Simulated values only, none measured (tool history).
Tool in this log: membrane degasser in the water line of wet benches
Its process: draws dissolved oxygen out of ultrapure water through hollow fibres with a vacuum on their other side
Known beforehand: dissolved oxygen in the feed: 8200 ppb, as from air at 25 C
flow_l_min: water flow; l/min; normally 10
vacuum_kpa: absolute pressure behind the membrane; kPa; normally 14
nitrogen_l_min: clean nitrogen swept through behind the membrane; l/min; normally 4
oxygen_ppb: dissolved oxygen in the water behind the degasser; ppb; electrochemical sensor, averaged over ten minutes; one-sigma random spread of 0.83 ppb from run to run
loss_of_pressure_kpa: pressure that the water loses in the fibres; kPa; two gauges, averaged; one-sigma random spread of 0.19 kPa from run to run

| run | hour | flow_l_min | vacuum_kpa | nitrogen_l_min | oxygen_ppb | loss_of_pressure_kpa |
|---|---|---|---|---|---|---|
| 1 | 0 | 10 | 14 | 4 | 91 | 39.73 |
| 2 | 137.1 | 10 | 14 | 4 | 91.8 | 39.48 |
| 3 | 271.5 | 10 | 14 | 4 | 91.6 | 40.12 |
| 4 | 501.6 | 10 | 14 | 4 | 92 | 39.98 |
| 5 | 725.6 | 10 | 34.6 | 4 | 217.9 | 39.83 |
| 6 | 841.6 | 10 | 34.6 | 4 | 218.9 | 40.02 |
| 7 | 1059 | 7 | 34.6 | 4 | 146.8 | 27.69 |
|  | 1071.1 | vacuum gauge calibrated |
| 8 | 1166.4 | 7 | 34.6 | 4 | 144.3 | 28.21 |
| 9 | 1322.3 | 7 | 34.6 | 4 | 145.2 | 28.15 |
| 10 | 1432.1 | 10 | 8.8 | 4 | 59.9 | 39.77 |
| 11 | 1645.7 | 10 | 14 | 4 | 93.8 | 39.82 |
| 12 | 1824.7 | 10 | 14 | 4 | 93.8 | 40.12 |
| 13 | 2019.8 | 10 | 14 | 4 | 95.4 | 39.89 |
| 14 | 2233.1 | 10 | 14 | 4 | 93.5 | 40.09 |
| 15 | 2350.3 | 10 | 14 | 4 | 94.9 | 40.1 |
|  | 2423.9 | seals of the vacuum lines changed |
| 16 | 2445.9 | 10 | 14 | 4 | 91.9 | 40.33 |
| 17 | 2642.3 | 10 | 14 | 4 | 91.6 | 40.59 |
| 18 | 2801.1 | 14 | 9.6 | 6.23 | 130.5 | 56.35 |
| 19 | 2899.3 | 14 | 9.6 | 6.23 | 129.4 | 56.57 |
| 20 | 3099.2 | 14 | 9.6 | 6.23 | 130.4 | 56.59 |
| 21 | 3199.6 | 6 | 8.5 | 6.06 | 15.5 | 24 |
| 22 | 3374.8 | 10 | 8.5 | 9.61 | 41.5 | 40.55 |
| 23 | 3470.1 | 6 | 14 | 10.04 | 18 | 24.27 |
| 24 | 3687.5 | 16 | 14 | 10.04 | 191.1 | 65.19 |
| 25 | 3785.9 | 16 | 8.6 | 10.04 | 169.3 | 65.46 |
| 26 | 3940.1 | 8 | 12.8 | 3.77 | 61.6 | 32.6 |
| 27 | 4136.9 | 10 | 10.3 | 4.7 | 66.1 | 41.02 |
| 28 | 4338.9 | 16 | 14 | 6.73 | 214.3 | 65.73 |
| 29 | 4480.7 | 8 | 14 | 6.73 | 42.8 | 32.52 |
| 30 | 4624.7 | 8 | 14 | 6.73 | 43.1 | 32.88 |
| 31 | 4797 | 13 | 8.9 | 2.55 | 150.1 | 53.3 |
| 32 | 5025.1 | 10 | 20.7 | 7.33 | 90.7 | 41.55 |

3 ways to go on from here, each from the tool as it stands after run 32. What would each give?
|  | 5046 | vacuum gauge calibrated |
| A | 5201.9 | 10 | 14 | 4.37 | ? | ? |
|  | 5046 | vacuum gauge calibrated |
| B | 5201.9 | 7 | 18.6 | 9.72 | ? | ? |
|  | 5046 | vacuum gauge calibrated |
| C | 5201.9 | 10 | 9.5 | 7.33 | ? | ? |

| run | oxygen_ppb | loss_of_pressure_kpa |
|---|---|---|
| A | 91.3 | 41.15 |
| B | 33.9 | 28.98 |
| C | 50.5 | 41.16 |
With no hidden state in the tool, these same runs would have given:
| run | oxygen_ppb | loss_of_pressure_kpa |
|---|---|---|
| A | 82.1 | 38.91 |
| B | 31.3 | 27.41 |
| C | 42.1 | 38.93 |
